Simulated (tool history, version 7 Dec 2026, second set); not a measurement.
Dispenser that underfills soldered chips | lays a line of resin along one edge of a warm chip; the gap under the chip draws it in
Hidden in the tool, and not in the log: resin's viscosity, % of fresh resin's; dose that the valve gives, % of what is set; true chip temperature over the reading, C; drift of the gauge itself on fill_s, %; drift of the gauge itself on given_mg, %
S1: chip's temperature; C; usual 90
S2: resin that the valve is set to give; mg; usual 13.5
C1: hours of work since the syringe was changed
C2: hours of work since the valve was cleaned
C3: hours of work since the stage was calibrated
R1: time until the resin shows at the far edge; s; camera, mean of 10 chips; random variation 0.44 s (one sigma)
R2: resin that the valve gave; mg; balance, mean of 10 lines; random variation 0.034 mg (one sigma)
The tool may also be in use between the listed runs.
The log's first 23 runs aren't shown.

-- day=7.625 new syringe of resin
run 24 day=7.929 | S1=86 S2=13.6 | C1=5 C2=103 C3=459 | R1=50.7 R2=13.04
-- day=8.25 new syringe of resin
-- day=8.292 dispensing valve cleaned and set on the balance
run 25 day=8.292 | S1=79 S2=14.1 | C1=0 C2=0 C3=465 | R1=39.4 R2=14.14
run 26 day=8.675 | S1=79 S2=14.1 | C1=7 C2=7 C3=472 | R1=68.4 R2=14.03
-- day=8.942 new syringe of resin
run 27 day=9.142 | S1=79 S2=14.1 | C1=4 C2=15 C3=480 | R1=53.1 R2=13.96
run 28 day=9.45 | S1=79 S2=17.1 | C1=9 C2=20 C3=485 | R1=79.5 R2=17.01
-- day=9.579 new syringe of resin
run 29 day=9.871 | S1=79 S2=17.1 | C1=5 C2=28 C3=492 | R1=59.3 R2=16.83
-- day=10.196 new syringe of resin
run 30 day=10.354 | S1=91 S2=14.3 | C1=3 C2=36 C3=501 | R1=34.5 R2=14.04
run 31 day=10.788 | S1=99 S2=15.7 | C1=10 C2=44 C3=508 | R1=49.5 R2=15.34
-- day=10.833 new syringe of resin
run 32 day=11.079 | S1=104 S2=13.5 | C1=4 C2=49 C3=513 | R1=28.3 R2=13.23
run 33 day=11.3 | S1=104 S2=13.5 | C1=8 C2=53 C3=517 | R1=38.6 R2=13.19
-- day=11.467 new syringe of resin
run 34 day=11.583 | S1=87 S2=17.2 | C1=2 C2=57 C3=522 | R1=35.8 R2=16.75
-- day=11.771 stage's temperature calibrated
run 35 day=12.088 | S1=87 S2=17.2 | C1=10 C2=66 C3=6 | R1=75.2 R2=16.74

Forecast each of these 3 alternatives for the next run:
-- day=12.142 new syringe of resin
run A day=12.317 | S1=87 S2=12.7 | C1=3 C2=70 C3=9 | R1=? R2=?
-- day=12.142 new syringe of resin
run B day=12.317 | S1=87 S2=16 | C1=3 C2=70 C3=9 | R1=? R2=?
-- day=12.142 new syringe of resin
run C day=12.317 | S1=98 S2=17.2 | C1=3 C2=70 C3=9 | R1=? R2=?

run=A R1=44.6 R2=12.27
run=B R1=43.6 R2=15.52
run=C R1=31.3 R2=16.61
Without the tool's hidden state the same runs would have given:
run=A R1=34.5 R2=12.64
run=B R1=34 R2=15.98
run=C R1=24.3 R2=17.12

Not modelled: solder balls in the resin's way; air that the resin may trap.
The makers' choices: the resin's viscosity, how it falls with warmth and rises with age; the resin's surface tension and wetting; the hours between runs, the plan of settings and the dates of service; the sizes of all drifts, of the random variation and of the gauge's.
